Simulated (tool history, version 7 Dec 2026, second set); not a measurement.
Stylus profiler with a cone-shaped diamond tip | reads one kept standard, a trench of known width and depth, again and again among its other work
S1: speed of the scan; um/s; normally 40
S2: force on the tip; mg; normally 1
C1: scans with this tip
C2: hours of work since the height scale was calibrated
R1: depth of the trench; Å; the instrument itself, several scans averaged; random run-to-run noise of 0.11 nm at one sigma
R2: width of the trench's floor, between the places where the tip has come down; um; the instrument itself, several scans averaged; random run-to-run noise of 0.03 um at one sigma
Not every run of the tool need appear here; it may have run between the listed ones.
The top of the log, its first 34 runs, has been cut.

run 35 hour=574.4 | S1=66 S2=0.44 | C1=18042 C2=1447 | R1=2021.9 R2=96.81
run 36 hour=584.2 | S1=66 S2=0.44 | C1=18135 C2=1454 | R1=2023 R2=96.74
run 37 hour=595.6 | S1=89 S2=0.35 | C1=18242 C2=1463 | R1=2022 R2=96.4
run 38 hour=608.8 | S1=15 S2=0.51 | C1=18366 C2=1473 | R1=2024.7 R2=97.32
run 39 hour=624.8 | S1=74 S2=1.9 | C1=18518 C2=1485 | R1=2039.1 R2=97.11
run 40 hour=636.9 | S1=74 S2=1.9 | C1=18631 C2=1494 | R1=2038.8 R2=97.11
run 41 hour=659.7 | S1=47 S2=0.39 | C1=18846 C2=1511 | R1=2023.6 R2=96.92
run 42 hour=682.4 | S1=42 S2=1 | C1=19059 C2=1528 | R1=2030.4 R2=97.21
run 43 hour=701.3 | S1=48 S2=0.56 | C1=19238 C2=1543 | R1=2025.2 R2=97
run 44 hour=714.5 | S1=107 S2=0.94 | C1=19362 C2=1552 | R1=2029.3 R2=96.67
run 45 hour=736.7 | S1=38 S2=1.79 | C1=19571 C2=1569 | R1=2037.4 R2=97.22
run 46 hour=758.6 | S1=40 S2=1.21 | C1=19777 C2=1586 | R1=2032.7 R2=97.21

Forecast each of these 4 alternatives for the next run:
run A hour=771 | S1=77 S2=1.1 | C1=19895 C2=1595 | R1=? R2=?
run B hour=771 | S1=23 S2=0.7 | C1=19895 C2=1595 | R1=? R2=?
run C hour=771 | S1=43 S2=2.17 | C1=19895 C2=1595 | R1=? R2=?
run D hour=771 | S1=152 S2=0.41 | C1=19895 C2=1595 | R1=? R2=?

run=A R1=2033.4 R2=96.89
run=B R1=2028.7 R2=97.2
run=C R1=2040.7 R2=97.26
run=D R1=2023.7 R2=95.71
What these runs would have given with no unlogged condition in the tool:
run=A R1=2017.3 R2=97.48
run=B R1=2012.6 R2=97.79
run=C R1=2024.5 R2=97.84
run=D R1=2007.7 R2=96.29
